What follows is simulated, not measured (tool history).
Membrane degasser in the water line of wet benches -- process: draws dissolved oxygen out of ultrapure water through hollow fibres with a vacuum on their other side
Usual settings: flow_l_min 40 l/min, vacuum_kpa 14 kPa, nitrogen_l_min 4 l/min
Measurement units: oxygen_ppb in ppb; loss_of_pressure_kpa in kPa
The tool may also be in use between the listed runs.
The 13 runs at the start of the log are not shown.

Run 14, day 54.467: usual settings. Result: oxygen_ppb 263.4 ppb, loss_of_pressure_kpa 55.58 kPa.
Run 15, day 59.608: usual settings. Result: oxygen_ppb 262.3 ppb, loss_of_pressure_kpa 55.19 kPa.
Run 16, day 63.908: usual settings. Result: oxygen_ppb 261 ppb, loss_of_pressure_kpa 55.15 kPa.
Run 17, day 67.517: usual settings but flow_l_min 34 l/min, nitrogen_l_min 1.85 l/min. Result: oxygen_ppb 435 ppb, loss_of_pressure_kpa 47.01 kPa.
Run 18, day 70.096: usual settings but flow_l_min 26 l/min, vacuum_kpa 28 kPa, nitrogen_l_min 2.71 l/min. Result: oxygen_ppb 534.3 ppb, loss_of_pressure_kpa 36.04 kPa.
Run 19, day 73.929: usual settings but flow_l_min 25 l/min, vacuum_kpa 17.6 kPa, nitrogen_l_min 7.86 l/min. Result: oxygen_ppb 115.4 ppb, loss_of_pressure_kpa 34.38 kPa.
Run 20, day 78.317: usual settings but flow_l_min 63 l/min, vacuum_kpa 19.8 kPa, nitrogen_l_min 1.8 l/min. Result: oxygen_ppb 1091.8 ppb, loss_of_pressure_kpa 86.75 kPa.
Run 21, day 83.154: usual settings but flow_l_min 63 l/min, vacuum_kpa 19.8 kPa, nitrogen_l_min 1.8 l/min. Result: oxygen_ppb 1067 ppb, loss_of_pressure_kpa 86.97 kPa.
Run 22, day 86.371: usual settings but flow_l_min 63 l/min, vacuum_kpa 19.8 kPa, nitrogen_l_min 1.8 l/min. Result: oxygen_ppb 1090 ppb, loss_of_pressure_kpa 87.14 kPa.
Run 23, day 91.075: usual settings but flow_l_min 36 l/min, vacuum_kpa 13.6 kPa, nitrogen_l_min 4.38 l/min. Result: oxygen_ppb 209.4 ppb, loss_of_pressure_kpa 49.64 kPa.
Run 24, day 94.275: usual settings but flow_l_min 57 l/min, vacuum_kpa 11.3 kPa, nitrogen_l_min 4.8 l/min. Result: oxygen_ppb 245.4 ppb, loss_of_pressure_kpa 78.41 kPa.
Run 25, day 99.621: usual settings but flow_l_min 25 l/min. Result: oxygen_ppb 165.6 ppb, loss_of_pressure_kpa 34.44 kPa.
Run 26, day 103.879: usual settings but nitrogen_l_min 2.38 l/min. Result: oxygen_ppb 404.3 ppb, loss_of_pressure_kpa 55.11 kPa.
At day 107.45: seals of the vacuum lines changed.
Run 27, day 107.921: usual settings but vacuum_kpa 15.1 kPa, nitrogen_l_min 6.93 l/min. Result: oxygen_ppb 176 ppb, loss_of_pressure_kpa 54.79 kPa.
Run 28, day 113.871: usual settings but vacuum_kpa 28 kPa, nitrogen_l_min 6.96 l/min. Result: oxygen_ppb 343.4 ppb, loss_of_pressure_kpa 54.67 kPa.
Run 29, day 117.912: usual settings but flow_l_min 41 l/min, nitrogen_l_min 11.1 l/min. Result: oxygen_ppb 111.2 ppb, loss_of_pressure_kpa 55.81 kPa.
At day 121.117: gauge calibrated.
Run 30, day 123.192: usual settings but flow_l_min 41 l/min, nitrogen_l_min 11.1 l/min. Result: oxygen_ppb 112.2 ppb, loss_of_pressure_kpa 57.55 kPa.
Run 31, day 128.604: usual settings but vacuum_kpa 26.9 kPa, nitrogen_l_min 6.46 l/min. Result: oxygen_ppb 353.2 ppb, loss_of_pressure_kpa 56.09 kPa.
Run 32, day 132.192: usual settings but nitrogen_l_min 9.28 l/min. Result: oxygen_ppb 125.7 ppb, loss_of_pressure_kpa 55.84 kPa.

Here are 4 independent what-if runs from the current tool condition. What would each one return?
Run A, day 137.808: usual settings but nitrogen_l_min 6.89 l/min. Result: oxygen_ppb ?, loss_of_pressure_kpa ?.
Run B, day 137.808: usual settings but nitrogen_l_min 3.17 l/min. Result: oxygen_ppb ?, loss_of_pressure_kpa ?.
Run C, day 137.808: usual settings but flow_l_min 24 l/min, vacuum_kpa 13.5 kPa. Result: oxygen_ppb ?, loss_of_pressure_kpa ?.
Run D, day 137.808: usual settings but flow_l_min 47 l/min, nitrogen_l_min 1.71 l/min. Result: oxygen_ppb ?, loss_of_pressure_kpa ?.

run  oxygen_ppb  loss_of_pressure_kpa
  A       161.5                 56.04
  B       315.6                 56.28
  C       152.3                 33.66
  D       604.3                 66.04
The same runs, with their run-to-run variation unchanged, on a tool lacking any hidden condition would have given:
run  oxygen_ppb  loss_of_pressure_kpa
  A       161.3                 56.16
  B       315.2                  56.4
  C       152.1                 33.73
  D       603.7                 66.18
